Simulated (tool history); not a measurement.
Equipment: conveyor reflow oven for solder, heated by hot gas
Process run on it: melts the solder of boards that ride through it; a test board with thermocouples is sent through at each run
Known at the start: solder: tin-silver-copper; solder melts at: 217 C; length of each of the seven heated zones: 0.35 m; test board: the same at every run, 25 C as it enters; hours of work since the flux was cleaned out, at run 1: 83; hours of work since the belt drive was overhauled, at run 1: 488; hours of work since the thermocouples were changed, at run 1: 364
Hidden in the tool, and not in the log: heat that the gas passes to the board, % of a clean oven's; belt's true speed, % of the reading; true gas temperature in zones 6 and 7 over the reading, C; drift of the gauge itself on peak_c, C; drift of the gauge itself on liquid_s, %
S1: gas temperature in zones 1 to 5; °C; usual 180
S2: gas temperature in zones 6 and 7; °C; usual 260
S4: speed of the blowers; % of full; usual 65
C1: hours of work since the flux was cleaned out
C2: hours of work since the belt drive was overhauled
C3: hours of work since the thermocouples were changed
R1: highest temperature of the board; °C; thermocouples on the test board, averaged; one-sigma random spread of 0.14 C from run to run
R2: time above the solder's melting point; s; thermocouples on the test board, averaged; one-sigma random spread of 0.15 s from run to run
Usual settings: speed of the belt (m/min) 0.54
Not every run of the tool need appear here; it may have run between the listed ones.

{"run": 1, "hour": 0.0, "S1": 180, "S2": 260, "speed of the belt (m/min)": 0.54, "S4": 65, "C1": 83, "C2": 488, "C3": 364, "R1": 249.2, "R2": 59.3}
{"run": 2, "hour": 6.8, "S1": 180, "S2": 260, "speed of the belt (m/min)": 0.54, "S4": 65, "C1": 87, "C2": 493, "C3": 369, "R1": 249.1, "R2": 59.8}
{"run": 3, "hour": 15.4, "S1": 180, "S2": 260, "speed of the belt (m/min)": 0.54, "S4": 65, "C1": 93, "C2": 498, "C3": 374, "R1": 249.3, "R2": 59.7}
{"run": 4, "hour": 27.2, "S1": 180, "S2": 260, "speed of the belt (m/min)": 0.54, "S4": 65, "C1": 100, "C2": 506, "C3": 382, "R1": 249.1, "R2": 59.7}
{"run": 5, "hour": 40.1, "S1": 180, "S2": 260, "speed of the belt (m/min)": 0.54, "S4": 65, "C1": 109, "C2": 514, "C3": 390, "R1": 249.1, "R2": 59.5}
{"run": 6, "hour": 50.3, "S1": 180, "S2": 260, "speed of the belt (m/min)": 0.54, "S4": 65, "C1": 115, "C2": 520, "C3": 396, "R1": 249, "R2": 59.5}
{"run": 7, "hour": 57.9, "S1": 180, "S2": 260, "speed of the belt (m/min)": 0.54, "S4": 65, "C1": 120, "C2": 525, "C3": 401, "R1": 249.2, "R2": 59.6}
{"run": 8, "hour": 69.2, "S1": 180, "S2": 260, "speed of the belt (m/min)": 0.54, "S4": 65, "C1": 127, "C2": 532, "C3": 408, "R1": 249.2, "R2": 59.7}
{"run": 9, "hour": 79.5, "S1": 180, "S2": 260, "speed of the belt (m/min)": 0.49, "S4": 65, "C1": 134, "C2": 539, "C3": 415, "R1": 251.3, "R2": 68.4}
{"run": 10, "hour": 93.7, "S1": 180, "S2": 256, "speed of the belt (m/min)": 0.54, "S4": 65, "C1": 143, "C2": 548, "C3": 424, "R1": 245.6, "R2": 57.5}
{"run": 11, "hour": 99.9, "S1": 180, "S2": 256, "speed of the belt (m/min)": 0.54, "S4": 65, "C1": 147, "C2": 552, "C3": 428, "R1": 245.9, "R2": 56.9}

What will run 12 give?
{"run": 12, "hour": 112.4, "S1": 178, "S2": 259, "speed of the belt (m/min)": 0.461, "S4": 72, "C1": 155, "C2": 560, "C3": 436, "R1": "?", "R2": "?"}

R1: 252.2 °C
R2: 73.7 s
Without the tool's hidden state the same run would have given R1 252.2 °C, R2 73.7 s.

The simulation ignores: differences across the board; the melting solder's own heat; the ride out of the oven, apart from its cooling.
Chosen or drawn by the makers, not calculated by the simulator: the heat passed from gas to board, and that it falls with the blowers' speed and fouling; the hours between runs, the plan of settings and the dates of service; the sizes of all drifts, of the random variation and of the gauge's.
